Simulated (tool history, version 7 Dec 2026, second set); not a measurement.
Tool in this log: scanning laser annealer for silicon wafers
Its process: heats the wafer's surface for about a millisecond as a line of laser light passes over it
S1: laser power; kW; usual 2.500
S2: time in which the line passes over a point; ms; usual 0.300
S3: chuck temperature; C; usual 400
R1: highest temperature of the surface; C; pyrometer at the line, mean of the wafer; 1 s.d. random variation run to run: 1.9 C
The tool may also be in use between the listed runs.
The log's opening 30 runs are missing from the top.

| run | hour | S1 | S2 | S3 | R1 |
|---|---|---|---|---|---|
| 31 | 1314.0 | 2.733 | 0.289 | 436 | 1255 |
| 32 | 1342.0 | 2.536 | 0.300 | 398 | 1157 |
| 33 | 1366.6 | 2.536 | 0.300 | 398 | 1155 |
| 34 | 1405.2 | 2.560 | 0.218 | 398 | 1053 |
|  | 1445.3 | window over the wafer cleaned |
| 35 | 1447.5 | 2.560 | 0.218 | 398 | 1102 |
| 36 | 1503.7 | 2.560 | 0.218 | 398 | 1102 |
| 37 | 1545.5 | 2.560 | 0.225 | 398 | 1110 |
| 38 | 1589.3 | 2.574 | 0.326 | 404 | 1257 |
| 39 | 1632.5 | 2.500 | 0.244 | 401 | 1111 |
| 40 | 1664.3 | 2.625 | 0.244 | 428 | 1189 |
| 41 | 1716.7 | 2.625 | 0.244 | 428 | 1178 |
| 42 | 1748.6 | 2.694 | 0.244 | 434 | 1217 |

Alternative continuations, all from the tool just after run 42; predict every row:
| A | 1774.6 | 2.694 | 0.374 | 417 | ? |
| B | 1774.6 | 2.615 | 0.343 | 375 | ? |
| C | 1774.6 | 2.427 | 0.216 | 400 | ? |

| run | R1 |
|---|---|
| A | 1370 |
| B | 1256 |
| C | 1040 |
Without the tool's hidden state the same runs would have given:
| run | R1 |
|---|---|
| A | 1412 |
| B | 1295 |
| C | 1069 |
